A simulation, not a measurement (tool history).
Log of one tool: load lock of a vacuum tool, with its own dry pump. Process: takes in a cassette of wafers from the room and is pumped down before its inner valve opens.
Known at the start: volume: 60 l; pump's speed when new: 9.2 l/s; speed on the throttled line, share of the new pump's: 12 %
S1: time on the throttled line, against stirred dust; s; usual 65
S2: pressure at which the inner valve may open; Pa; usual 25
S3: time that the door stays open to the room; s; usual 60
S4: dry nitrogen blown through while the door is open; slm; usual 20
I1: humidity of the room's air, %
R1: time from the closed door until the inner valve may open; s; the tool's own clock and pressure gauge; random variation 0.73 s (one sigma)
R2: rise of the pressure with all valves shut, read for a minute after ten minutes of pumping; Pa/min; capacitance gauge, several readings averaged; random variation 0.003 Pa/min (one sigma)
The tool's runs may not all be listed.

run	hour	S1	S2	S3	S4	I1	R1	R2
1	0.0	65	25	60	20	46.1	111.6	0.028
2	126.8	65	25	60	20	45.6	111.6	0.029
3	221.7	65	25	60	24	43.4	112.6	0.024
4	313.6	65	25	39	20	42.3	110.6	0.016
5	402.3	65	25	39	20	45.0	111.2	0.025
6	494.2	65	25	39	20	42.3	111.2	0.020
7	563.7	65	25	39	9	42.3	110.7	0.021
8	714.8	65	25	39	9	44.2	110.5	0.023
9	782.3	65	25	60	20	45.6	112.9	0.033
10	888.7	65	25	60	20	43.9	111.0	0.029
11	1001.2	65	44	60	18	42.6	109.6	0.026
12	1152.9	65	25	117	45	46.0	110.4	0.026
13	1263.9	65	25	117	45	43.6	112.7	0.029
14	1405.5	65	25	44	20	44.2	109.8	0.024
15	1510.8	32	32	60	5	47.5	80.6	0.036
16	1621.6	32	32	60	5	46.9	81.8	0.042
17	1730.7	32	32	60	5	43.1	81.3	0.038
18	1866.1	90	21	176	5	45.5	134.3	0.076

The next listed run, before its measurement:
19	1946.1	125	25	60	29	46.9	?	?

R1: 164.9 s
R2: 0.020 Pa/min
Without the tool's hidden state the same run would have given R1 164.8 s, R2 0.020 Pa/min.

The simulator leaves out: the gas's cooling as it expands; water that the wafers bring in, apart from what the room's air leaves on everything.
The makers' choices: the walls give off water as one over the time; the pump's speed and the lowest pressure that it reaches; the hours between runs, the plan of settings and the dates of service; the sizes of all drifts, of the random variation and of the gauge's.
